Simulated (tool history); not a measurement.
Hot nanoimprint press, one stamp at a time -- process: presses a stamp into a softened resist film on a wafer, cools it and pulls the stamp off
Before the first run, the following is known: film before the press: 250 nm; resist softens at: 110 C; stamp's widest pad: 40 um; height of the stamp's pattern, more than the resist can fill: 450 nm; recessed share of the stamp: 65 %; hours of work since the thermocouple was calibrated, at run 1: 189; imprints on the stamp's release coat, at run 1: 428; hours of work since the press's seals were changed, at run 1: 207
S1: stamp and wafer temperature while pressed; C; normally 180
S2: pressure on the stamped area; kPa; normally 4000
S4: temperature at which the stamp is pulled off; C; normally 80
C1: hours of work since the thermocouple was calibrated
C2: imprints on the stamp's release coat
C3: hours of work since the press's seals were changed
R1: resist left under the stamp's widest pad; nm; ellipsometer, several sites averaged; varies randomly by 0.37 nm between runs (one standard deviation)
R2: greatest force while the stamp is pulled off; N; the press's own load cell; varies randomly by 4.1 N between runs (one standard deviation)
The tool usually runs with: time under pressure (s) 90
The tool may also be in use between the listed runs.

run 1 hour=0.0 | S1=180 S2=4000 time_under_pressure_(s)=90 S4=80 | C1=189 C2=428 C3=207 | R1=99.4 R2=201
run 2 hour=18.6 | S1=180 S2=4000 time_under_pressure_(s)=90 S4=80 | C1=203 C2=483 C3=221 | R1=99.1 R2=200
run 3 hour=41.5 | S1=180 S2=4000 time_under_pressure_(s)=90 S4=80 | C1=220 C2=551 C3=238 | R1=99.4 R2=202
run 4 hour=54.6 | S1=180 S2=4000 time_under_pressure_(s)=90 S4=80 | C1=230 C2=590 C3=248 | R1=99.5 R2=204
run 5 hour=65.3 | S1=180 S2=4000 time_under_pressure_(s)=90 S4=80 | C1=238 C2=621 C3=256 | R1=99.3 R2=197
run 6 hour=87.2 | S1=180 S2=4000 time_under_pressure_(s)=90 S4=80 | C1=255 C2=686 C3=272 | R1=98.8 R2=200
run 7 hour=101.7 | S1=180 S2=4000 time_under_pressure_(s)=90 S4=80 | C1=265 C2=729 C3=283 | R1=98.9 R2=210
run 8 hour=118.2 | S1=180 S2=4000 time_under_pressure_(s)=90 S4=80 | C1=278 C2=778 C3=295 | R1=99.2 R2=194
run 9 hour=131.0 | S1=186 S2=4000 time_under_pressure_(s)=90 S4=80 | C1=287 C2=816 C3=305 | R1=76.5 R2=210
run 10 hour=150.2 | S1=186 S2=4000 time_under_pressure_(s)=90 S4=80 | C1=302 C2=873 C3=319 | R1=76.0 R2=204
-- hour=159.4 plate thermocouple calibrated
run 11 hour=166.7 | S1=186 S2=4000 time_under_pressure_(s)=90 S4=80 | C1=5 C2=913 C3=329 | R1=76.3 R2=203
run 12 hour=187.4 | S1=186 S2=4000 time_under_pressure_(s)=90 S4=80 | C1=21 C2=974 C3=345 | R1=76.8 R2=203
run 13 hour=205.7 | S1=180 S2=4000 time_under_pressure_(s)=90 S4=80 | C1=35 C2=1029 C3=358 | R1=99.1 R2=200
run 14 hour=217.9 | S1=180 S2=4000 time_under_pressure_(s)=90 S4=80 | C1=44 C2=1065 C3=367 | R1=99.0 R2=203
run 15 hour=228.6 | S1=180 S2=4000 time_under_pressure_(s)=90 S4=80 | C1=52 C2=1096 C3=375 | R1=99.2 R2=202
run 16 hour=247.5 | S1=189 S2=4000 time_under_pressure_(s)=146 S4=80 | C1=66 C2=1153 C3=390 | R1=56.2 R2=212
run 17 hour=261.2 | S1=189 S2=4000 time_under_pressure_(s)=119 S4=80 | C1=76 C2=1193 C3=400 | R1=60.7 R2=206

Run 18 has not been measured yet. What should we expect?
run 18 hour=285.1 | S1=189 S2=4000 time_under_pressure_(s)=119 S4=80 | C1=94 C2=1264 C3=418 | R1=? R2=?

R1: 60.8 nm
R2: 196 N
Take away the tool's hidden state, keep the run-to-run variation as it was, and the same run would have given R1 60.8 nm, R2 193 N.
